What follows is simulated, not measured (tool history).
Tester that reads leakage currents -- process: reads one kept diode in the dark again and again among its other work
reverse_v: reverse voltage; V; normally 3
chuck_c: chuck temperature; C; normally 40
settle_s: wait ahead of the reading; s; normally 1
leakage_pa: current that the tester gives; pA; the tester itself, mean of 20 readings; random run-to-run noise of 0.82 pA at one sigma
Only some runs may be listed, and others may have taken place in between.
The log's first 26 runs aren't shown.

{"run": 27, "hour": 705.8, "reverse_v": 1.12, "chuck_c": 59, "settle_s": 0.39, "leakage_pa": 709.57}
{"run": 28, "hour": 744.1, "reverse_v": 1.12, "chuck_c": 59, "settle_s": 0.39, "leakage_pa": 712.96}
{"run": 29, "hour": 767.5, "reverse_v": 1.12, "chuck_c": 23, "settle_s": 3.68, "leakage_pa": 48.07}
{"run": 30, "hour": 792.9, "reverse_v": 2.79, "chuck_c": 40, "settle_s": 1, "leakage_pa": 297.51}
{"run": 31, "hour": 832.9, "reverse_v": 2.79, "chuck_c": 40, "settle_s": 1, "leakage_pa": 298.45}
{"run": 32, "hour": 867.5, "reverse_v": 1.48, "chuck_c": 40, "settle_s": 8.99, "leakage_pa": 218.95}
{"run": 33, "hour": 892.7, "reverse_v": 3, "chuck_c": 60, "settle_s": 1, "leakage_pa": 1296.8}
{"run": 34, "hour": 932.7, "reverse_v": 3, "chuck_c": 60, "settle_s": 1, "leakage_pa": 1300.38}
{"run": 35, "hour": 951.3, "reverse_v": 3, "chuck_c": 39, "settle_s": 0.63, "leakage_pa": 296.86}
{"run": 36, "hour": 990.7, "reverse_v": 3, "chuck_c": 39, "settle_s": 0.63, "leakage_pa": 297.75}
{"run": 37, "hour": 1027.9, "reverse_v": 4.95, "chuck_c": 41, "settle_s": 1, "leakage_pa": 450.01}
{"run": 38, "hour": 1057.8, "reverse_v": 4.95, "chuck_c": 41, "settle_s": 1, "leakage_pa": 454.26}
{"run": 39, "hour": 1080.6, "reverse_v": 3.94, "chuck_c": 47, "settle_s": 1, "leakage_pa": 621.49}
{"run": 40, "hour": 1109.0, "reverse_v": 2.52, "chuck_c": 51, "settle_s": 1, "leakage_pa": 663.07}

3 options for the next run, each taken on its own from the tool as it stands now. Forecast them:
{"hour": 1125.7, "done": "chuck's temperature calibrated"}
{"run": "A", "hour": 1144.7, "reverse_v": 2.52, "chuck_c": 38, "settle_s": 5.76, "leakage_pa": "?"}
{"hour": 1125.7, "done": "chuck's temperature calibrated"}
{"run": "B", "hour": 1144.7, "reverse_v": 2.52, "chuck_c": 51, "settle_s": 0.65, "leakage_pa": "?"}
{"hour": 1125.7, "done": "chuck's temperature calibrated"}
{"run": "C", "hour": 1144.7, "reverse_v": 2.52, "chuck_c": 21, "settle_s": 0.75, "leakage_pa": "?"}

run=A leakage_pa=216.27
run=B leakage_pa=568.95
run=C leakage_pa=55.82
What these runs would have given with no unlogged condition in the tool:
run=A leakage_pa=214.84
run=B leakage_pa=566.05
run=C leakage_pa=55.05

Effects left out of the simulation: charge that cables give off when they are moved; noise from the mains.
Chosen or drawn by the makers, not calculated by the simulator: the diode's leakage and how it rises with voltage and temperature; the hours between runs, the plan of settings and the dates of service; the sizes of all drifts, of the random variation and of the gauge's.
